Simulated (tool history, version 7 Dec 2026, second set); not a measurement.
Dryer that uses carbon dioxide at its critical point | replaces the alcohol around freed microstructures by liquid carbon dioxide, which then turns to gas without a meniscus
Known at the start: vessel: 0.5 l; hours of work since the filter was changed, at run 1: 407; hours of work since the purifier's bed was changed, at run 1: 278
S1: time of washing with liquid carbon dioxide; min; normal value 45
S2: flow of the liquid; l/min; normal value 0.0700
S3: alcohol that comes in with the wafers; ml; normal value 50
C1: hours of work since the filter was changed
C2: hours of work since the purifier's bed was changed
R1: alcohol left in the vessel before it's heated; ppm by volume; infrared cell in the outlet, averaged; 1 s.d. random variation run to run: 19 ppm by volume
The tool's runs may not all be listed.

| run | hour | S1 | S2 | S3 | C1 | C2 | R1 |
|---|---|---|---|---|---|---|---|
| 1 | 0.0 | 45 | 0.0700 | 50 | 407 | 278 | 2103 |
| 2 | 13.5 | 45 | 0.0700 | 50 | 416 | 287 | 2137 |
| 3 | 32.7 | 45 | 0.0700 | 50 | 428 | 299 | 2205 |
| 4 | 45.4 | 45 | 0.0700 | 50 | 437 | 307 | 2159 |
| 5 | 68.7 | 45 | 0.0700 | 46 | 452 | 322 | 2062 |
|  | 80.5 | inlet filter changed |
| 6 | 90.1 | 45 | 0.0700 | 50 | 6 | 335 | 1416 |
| 7 | 113.7 | 45 | 0.0700 | 50 | 21 | 350 | 1410 |
| 8 | 142.1 | 69 | 0.0700 | 50 | 40 | 369 | 287 |
| 9 | 164.1 | 45 | 0.0821 | 50 | 54 | 383 | 718 |
| 10 | 177.8 | 45 | 0.0700 | 50 | 63 | 391 | 1473 |
| 11 | 192.0 | 45 | 0.0700 | 76 | 72 | 401 | 2211 |
| 12 | 215.1 | 45 | 0.0700 | 80 | 87 | 415 | 2382 |
| 13 | 229.2 | 45 | 0.0700 | 57 | 96 | 425 | 1771 |
| 14 | 247.7 | 45 | 0.0700 | 57 | 107 | 436 | 1735 |
| 15 | 273.3 | 45 | 0.0700 | 57 | 124 | 453 | 1824 |
| 16 | 287.1 | 71 | 0.0508 | 29 | 133 | 462 | 695 |
| 17 | 312.3 | 45 | 0.1029 | 105 | 149 | 478 | 581 |
| 18 | 331.5 | 45 | 0.1029 | 105 | 161 | 490 | 577 |
| 19 | 355.3 | 43 | 0.0700 | 50 | 177 | 506 | 2103 |
| 20 | 369.0 | 43 | 0.0700 | 66 | 185 | 514 | 2635 |
| 21 | 398.2 | 43 | 0.0700 | 66 | 204 | 533 | 2735 |
| 22 | 427.9 | 56 | 0.0944 | 29 | 223 | 552 | 288 |
| 23 | 448.1 | 38 | 0.0861 | 50 | 236 | 565 | 1569 |
|  | 462.1 | purifier's bed changed |
| 24 | 470.8 | 38 | 0.0861 | 50 | 249 | 6 | 1358 |
| 25 | 483.4 | 40 | 0.0868 | 50 | 257 | 14 | 1045 |
| 26 | 501.0 | 59 | 0.0827 | 67 | 268 | 25 | 254 |
| 27 | 528.5 | 43 | 0.0723 | 25 | 286 | 43 | 938 |
| 28 | 548.0 | 43 | 0.0457 | 25 | 299 | 55 | 4407 |
| 29 | 566.7 | 43 | 0.0457 | 25 | 311 | 67 | 4426 |

3 options for the next run, each taken on its own from the tool as it stands now. Forecast them:
| A | 585.1 | 71 | 0.0656 | 119 | 322 | 79 | ? |
| B | 585.1 | 67 | 0.0457 | 25 | 322 | 79 | ? |
| C | 585.1 | 43 | 0.0794 | 21 | 322 | 79 | ? |

| run | R1 |
|---|---|
| A | 683 |
| B | 1186 |
| C | 561 |
With the hidden condition removed and each run's random variation left untouched, the same runs would have given:
| run | R1 |
|---|---|
| A | 365 |
| B | 791 |
| C | 345 |

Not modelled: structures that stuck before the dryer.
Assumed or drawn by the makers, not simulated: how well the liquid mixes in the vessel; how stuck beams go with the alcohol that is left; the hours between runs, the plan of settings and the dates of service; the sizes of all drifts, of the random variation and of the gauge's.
